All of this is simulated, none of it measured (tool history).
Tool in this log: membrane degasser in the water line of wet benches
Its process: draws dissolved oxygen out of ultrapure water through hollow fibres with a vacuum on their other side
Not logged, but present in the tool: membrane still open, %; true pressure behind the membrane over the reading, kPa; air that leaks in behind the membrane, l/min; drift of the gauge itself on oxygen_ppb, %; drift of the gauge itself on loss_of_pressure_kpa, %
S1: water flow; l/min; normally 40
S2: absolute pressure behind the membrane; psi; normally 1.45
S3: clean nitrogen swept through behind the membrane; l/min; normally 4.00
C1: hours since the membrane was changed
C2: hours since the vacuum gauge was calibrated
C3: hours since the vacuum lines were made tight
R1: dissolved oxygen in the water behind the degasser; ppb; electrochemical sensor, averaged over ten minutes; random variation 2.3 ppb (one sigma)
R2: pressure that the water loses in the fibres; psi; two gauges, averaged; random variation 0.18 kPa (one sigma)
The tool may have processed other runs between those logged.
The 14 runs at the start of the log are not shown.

{"run": 15, "hour": 1578.4, "S1": 40, "S2": 1.45, "S3": 4.0, "C1": 6547, "C2": 4653, "C3": 4301, "R1": 242.6, "R2": 4.588}
{"run": 16, "hour": 1637.8, "S1": 40, "S2": 1.45, "S3": 4.0, "C1": 6606, "C2": 4712, "C3": 4360, "R1": 235.3, "R2": 4.605}
{"run": 17, "hour": 1768.6, "S1": 40, "S2": 1.45, "S3": 4.0, "C1": 6737, "C2": 4843, "C3": 4491, "R1": 246.5, "R2": 4.609}
{"run": 18, "hour": 1913.3, "S1": 40, "S2": 1.45, "S3": 4.0, "C1": 6882, "C2": 4988, "C3": 4636, "R1": 246.1, "R2": 4.528}
{"run": 19, "hour": 2043.6, "S1": 40, "S2": 1.45, "S3": 4.0, "C1": 7012, "C2": 5118, "C3": 4766, "R1": 241.5, "R2": 4.557}
{"run": 20, "hour": 2161.8, "S1": 49, "S2": 3.54, "S3": 3.29, "C1": 7130, "C2": 5236, "C3": 4884, "R1": 808.4, "R2": 5.662}
{"run": 21, "hour": 2241.9, "S1": 49, "S2": 3.54, "S3": 3.29, "C1": 7210, "C2": 5316, "C3": 4964, "R1": 808.4, "R2": 5.646}
{"run": 22, "hour": 2380.6, "S1": 49, "S2": 3.54, "S3": 3.29, "C1": 7349, "C2": 5455, "C3": 5103, "R1": 815.3, "R2": 5.614}
{"run": 23, "hour": 2447.7, "S1": 33, "S2": 1.45, "S3": 5.75, "C1": 7416, "C2": 5522, "C3": 5170, "R1": 141.2, "R2": 3.82}
{"run": 24, "hour": 2511.7, "S1": 49, "S2": 1.45, "S3": 4.0, "C1": 7480, "C2": 5586, "C3": 5234, "R1": 342.7, "R2": 5.643}
{"run": 25, "hour": 2610.9, "S1": 49, "S2": 1.45, "S3": 4.0, "C1": 7579, "C2": 5685, "C3": 5333, "R1": 342.8, "R2": 5.671}
{"run": 26, "hour": 2672.7, "S1": 25, "S2": 1.31, "S3": 2.34, "C1": 7641, "C2": 5747, "C3": 5395, "R1": 163.2, "R2": 2.892}
{"run": 27, "hour": 2786.2, "S1": 40, "S2": 3.29, "S3": 1.98, "C1": 7755, "C2": 5860, "C3": 5509, "R1": 890.5, "R2": 4.65}
{"run": 28, "hour": 2863.7, "S1": 40, "S2": 1.45, "S3": 5.09, "C1": 7832, "C2": 5938, "C3": 5586, "R1": 213.8, "R2": 4.648}
{"hour": 2944.2, "done": "vacuum gauge calibrated"}
{"run": 29, "hour": 2951.3, "S1": 46, "S2": 1.28, "S3": 11.07, "C1": 7919, "C2": 7, "C3": 5673, "R1": 181.3, "R2": 5.294}
{"run": 30, "hour": 3026.8, "S1": 57, "S2": 1.22, "S3": 3.65, "C1": 7995, "C2": 83, "C3": 5749, "R1": 388.0, "R2": 6.566}
{"run": 31, "hour": 3158.6, "S1": 40, "S2": 1.45, "S3": 10.46, "C1": 8127, "C2": 214, "C3": 5881, "R1": 147.3, "R2": 4.638}
{"run": 32, "hour": 3272.1, "S1": 40, "S2": 3.45, "S3": 6.39, "C1": 8240, "C2": 328, "C3": 5994, "R1": 389.1, "R2": 4.615}

Below are 3 alternative next runs, each starting from the tool's condition after run 32. Predict each:
{"hour": 3374.3, "done": "seals of the vacuum lines changed"}
{"run": "A", "hour": 3413.2, "S1": 40, "S2": 3.6, "S3": 4.0, "C1": 8379, "C2": 467, "C3": 39, "R1": "?", "R2": "?"}
{"hour": 3374.3, "done": "seals of the vacuum lines changed"}
{"run": "B", "hour": 3413.2, "S1": 35, "S2": 0.99, "S3": 8.39, "C1": 8379, "C2": 467, "C3": 39, "R1": "?", "R2": "?"}
{"hour": 3374.3, "done": "seals of the vacuum lines changed"}
{"run": "C", "hour": 3413.2, "S1": 40, "S2": 1.45, "S3": 3.52, "C1": 8379, "C2": 467, "C3": 39, "R1": "?", "R2": "?"}

run=A R1=558.0 R2=4.627
run=B R1=94.1 R2=4.074
run=C R1=256.4 R2=4.601
With no hidden state in the tool, these same runs would have given:
run=A R1=546.9 R2=4.477
run=B R1=85.3 R2=3.942
run=C R1=244.8 R2=4.451
